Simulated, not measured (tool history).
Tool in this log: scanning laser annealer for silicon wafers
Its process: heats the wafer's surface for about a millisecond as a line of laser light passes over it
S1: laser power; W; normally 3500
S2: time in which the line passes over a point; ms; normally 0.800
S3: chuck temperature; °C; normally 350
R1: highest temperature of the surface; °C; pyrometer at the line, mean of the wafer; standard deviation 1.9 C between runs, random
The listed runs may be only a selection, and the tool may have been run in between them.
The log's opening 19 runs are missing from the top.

run	day	S1	S2	S3	R1
20	15.542	3500	0.821	350	1076
21	16.350	3500	0.821	350	1073
22	17.179	3500	0.800	354	1067
# day 17.475: window over the wafer cleaned
23	17.979	3500	0.829	350	1112
24	18.767	3500	0.864	337	1111
25	19.850	3500	0.864	334	1105
26	20.583	3721	0.950	331	1190
27	21.271	3175	0.803	364	1045
28	22.108	3173	0.803	331	1010
29	23.121	3173	0.803	331	1009
30	23.967	3385	0.800	350	1070
31	25.025	3385	0.800	350	1064
32	25.504	3385	0.800	350	1067

For run 33, what comes out?
33	26.554	3286	0.825	340	?

{"run 33": {"R1": 1050}}
With no hidden state in the tool, this same run would have given R1 1060 °C.
